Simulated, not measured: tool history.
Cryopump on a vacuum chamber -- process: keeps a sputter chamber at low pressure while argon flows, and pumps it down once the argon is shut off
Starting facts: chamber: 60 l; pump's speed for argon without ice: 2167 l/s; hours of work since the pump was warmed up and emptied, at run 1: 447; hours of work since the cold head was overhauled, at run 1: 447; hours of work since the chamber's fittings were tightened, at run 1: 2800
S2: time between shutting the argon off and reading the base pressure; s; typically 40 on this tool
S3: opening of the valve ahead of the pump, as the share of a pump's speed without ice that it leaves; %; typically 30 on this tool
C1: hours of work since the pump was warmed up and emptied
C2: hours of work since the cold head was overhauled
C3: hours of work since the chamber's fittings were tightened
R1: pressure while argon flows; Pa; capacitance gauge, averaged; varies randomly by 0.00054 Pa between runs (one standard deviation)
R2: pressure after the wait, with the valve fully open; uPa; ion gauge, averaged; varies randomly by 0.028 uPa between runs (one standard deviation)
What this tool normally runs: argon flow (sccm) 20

Run 1, hour 0: usual settings; C1 447; C2 447; C3 2800. Result: R1 0.0543 Pa, R2 2.49 uPa.
Run 2, hour 15.5: usual settings but S2 201 s; C1 460; C2 460; C3 2814. Result: R1 0.054 Pa, R2 1.62 uPa.
Run 3, hour 29: usual settings; C1 472; C2 472; C3 2825. Result: R1 0.0538 Pa, R2 2.49 uPa.
Run 4, hour 37.1: usual settings but S3 35 %; C1 479; C2 479; C3 2833. Result: R1 0.0476 Pa, R2 2.57 uPa.
Run 5, hour 49.5: usual settings but S3 35 %; C1 490; C2 490; C3 2843. Result: R1 0.0473 Pa, R2 2.56 uPa.
Run 6, hour 58.2: usual settings but argon flow (sccm) 12; C1 498; C2 498; C3 2851. Result: R1 0.0328 Pa, R2 2.58 uPa.
Run 7, hour 68.4: usual settings but argon flow (sccm) 12; C1 507; C2 507; C3 2860. Result: R1 0.0319 Pa, R2 2.6 uPa.
Run 8, hour 80.9: usual settings but argon flow (sccm) 12; C1 518; C2 518; C3 2871. Result: R1 0.0325 Pa, R2 2.59 uPa.
Run 9, hour 95.3: usual settings but argon flow (sccm) 16; C1 531; C2 531; C3 2884. Result: R1 0.0435 Pa, R2 2.56 uPa.
Run 10, hour 108: usual settings but S3 55 %; C1 542; C2 542; C3 2895. Result: R1 0.0316 Pa, R2 2.51 uPa.
Run 11, hour 117.2: usual settings but S3 55 %; C1 550; C2 550; C3 2903. Result: R1 0.0315 Pa, R2 2.57 uPa.
Run 12, hour 132.7: usual settings but S3 27 %; C1 564; C2 564; C3 2917. Result: R1 0.0612 Pa, R2 2.63 uPa.
Run 13, hour 145: usual settings but S2 32 s, S3 27 %; C1 574; C2 574; C3 2927. Result: R1 0.0608 Pa, R2 2.88 uPa.
Run 14, hour 160.8: usual settings but S2 46 s; C1 588; C2 588; C3 2941. Result: R1 0.0557 Pa, R2 2.47 uPa.
Run 15, hour 172.1: usual settings but S2 46 s; C1 598; C2 598; C3 2951. Result: R1 0.0558 Pa, R2 2.48 uPa.
Run 16, hour 178.9: usual settings but S2 46 s; C1 604; C2 604; C3 2957. Result: R1 0.0542 Pa, R2 2.52 uPa.
Run 17, hour 191.3: usual settings but S2 142 s; C1 615; C2 615; C3 2968. Result: R1 0.0562 Pa, R2 1.81 uPa.
Run 18, hour 198.3: usual settings but S2 142 s, S3 58 %; C1 621; C2 621; C3 2974. Result: R1 0.0302 Pa, R2 1.85 uPa.
Run 19, hour 208.7: usual settings but S2 142 s, S3 58 %; C1 630; C2 630; C3 2984. Result: R1 0.0309 Pa, R2 1.8 uPa.
Run 20, hour 218: usual settings but argon flow (sccm) 19, S3 29 %; C1 639; C2 639; C3 2992. Result: R1 0.055 Pa, R2 2.61 uPa.
Run 21, hour 233.7: usual settings but argon flow (sccm) 19, S3 29 %; C1 652; C2 652; C3 3006. Result: R1 0.0553 Pa, R2 2.66 uPa.
Run 22, hour 247.3: usual settings but argon flow (sccm) 19, S3 29 %; C1 664; C2 664; C3 3018. Result: R1 0.0549 Pa, R2 2.76 uPa.
Run 23, hour 254.7: usual settings but argon flow (sccm) 31, S3 19 %; C1 671; C2 671; C3 3024. Result: R1 0.1324 Pa, R2 2.72 uPa.
Run 24, hour 270.6: usual settings but argon flow (sccm) 39; C1 685; C2 685; C3 3038. Result: R1 0.1094 Pa, R2 2.73 uPa.
Run 25, hour 280.5: usual settings but argon flow (sccm) 26; C1 694; C2 694; C3 3047. Result: R1 0.072 Pa, R2 2.7 uPa.
Run 26, hour 288.3: usual settings but S2 150 s, S3 26 %; C1 700; C2 700; C3 3054. Result: R1 0.0644 Pa, R2 1.87 uPa.
Run 27, hour 300.3: usual settings but argon flow (sccm) 39, S3 20 %; C1 711; C2 711; C3 3064. Result: R1 0.1613 Pa, R2 2.85 uPa.
Run 28, hour 310.4: usual settings but argon flow (sccm) 23, S2 291 s, S3 32 %; C1 720; C2 720; C3 3073. Result: R1 0.0609 Pa, R2 1.68 uPa.
Run 29, hour 326.8: usual settings but argon flow (sccm) 23, S2 291 s, S3 32 %; C1 734; C2 734; C3 3087. Result: R1 0.0605 Pa, R2 1.76 uPa.
Run 30, hour 340.6: usual settings but argon flow (sccm) 23, S2 291 s, S3 32 %; C1 746; C2 746; C3 3100. Result: R1 0.0607 Pa, R2 1.8 uPa.
Run 31, hour 355.4: usual settings but argon flow (sccm) 19, S2 242 s, S3 20 %; C1 759; C2 759; C3 3113. Result: R1 0.0778 Pa, R2 1.83 uPa.
Run 32, hour 364.4: usual settings but argon flow (sccm) 19, S2 242 s, S3 20 %; C1 767; C2 767; C3 3121. Result: R1 0.079 Pa, R2 1.85 uPa.
Run 33, hour 375.7: usual settings but argon flow (sccm) 19, S2 242 s, S3 20 %; C1 777; C2 777; C3 3130. Result: R1 0.0792 Pa, R2 1.86 uPa.
Run 34, hour 390.5: usual settings but argon flow (sccm) 10, S2 60 s, S3 20 %; C1 790; C2 790; C3 3143. Result: R1 0.0402 Pa, R2 2.54 uPa.

Branching from run 34: 3 alternative next runs. What would each branch give?
Run A, hour 398.4: usual settings but argon flow (sccm) 8, S2 28 s, S3 25 %; C1 797; C2 797; C3 3150. Result: R1 ?, R2 ?.
Run B, hour 398.4: usual settings but argon flow (sccm) 10, S2 60 s, S3 39 %; C1 797; C2 797; C3 3150. Result: R1 ?, R2 ?.
Run C, hour 398.4: usual settings but argon flow (sccm) 10, S2 47 s, S3 25 %; C1 797; C2 797; C3 3150. Result: R1 ?, R2 ?.

run      R1    R2
  A  0.0269  3.44
  B  0.0225  2.45
  C  0.0324  2.66
Take away the tool's hidden state, keep each run's random variation, and the runs would have read:
run      R1    R2
  A  0.0249  1.87
  B  0.0201  0.94
  C    0.03  1.15
